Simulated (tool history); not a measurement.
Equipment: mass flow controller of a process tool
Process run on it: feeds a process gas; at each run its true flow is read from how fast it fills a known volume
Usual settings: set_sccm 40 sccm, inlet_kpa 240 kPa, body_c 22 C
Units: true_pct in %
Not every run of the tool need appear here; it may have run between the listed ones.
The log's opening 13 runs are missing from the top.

run	day	set_sccm	inlet_kpa	body_c	hours of work since the controller was set to zero	hours of work since the controller was changed	true_pct
14	38.333	17	240	22	1571	1571	99.30
15	40.954	40	219	22	1591	1591	98.49
16	43.379	40	219	22	1610	1610	98.38
17	46.858	40	219	22	1637	1637	98.40
18	48.925	40	219	22	1653	1653	98.60
19	53.483	33	240	22	1688	1688	98.51
20	56.617	33	240	22	1712	1712	98.56
21	60.146	33	240	22	1740	1740	98.45
22	63.475	16	225	22	1766	1766	99.68
23	66.283	15	171	20	1787	1787	100.25
24	68.867	11	225	30	1807	1807	100.67
25	72.200	10	147	30	1833	1833	101.41
26	75.162	74	166	21	1856	1856	99.26
27	77.054	38	269	25	1871	1871	98.26
28	79.504	20	227	32	1889	1889	98.80
29	82.929	20	236	23	1916	1916	99.21
30	85.875	20	236	23	1939	1939	99.17
31	88.762	20	236	23	1961	1961	99.29
32	93.217	20	236	23	1996	1996	99.23
33	95.812	91	163	37	2016	2016	98.91
34	97.829	24	240	32	2031	2031	98.61
35	100.600	28	166	24	2053	2053	98.96
36	104.375	78	186	32	2082	2082	98.80
37	106.700	66	240	38	2100	2100	98.02

Consider 4 possible next runs. They are alternatives, not a sequence: every one starts from the tool as it was left by run 37. What does each give?
A	108.688	16	248	37	2115	2115	?
B	108.688	93	240	22	2115	2115	?
C	108.688	40	165	22	2115	2115	?
D	108.688	21	199	33	2115	2115	?

run	true_pct
A	99.39
B	99.40
C	98.83
D	98.99
Had the tool no hidden state, the same runs would have come out as:
run	true_pct
A	96.60
B	99.74
C	98.31
D	97.11
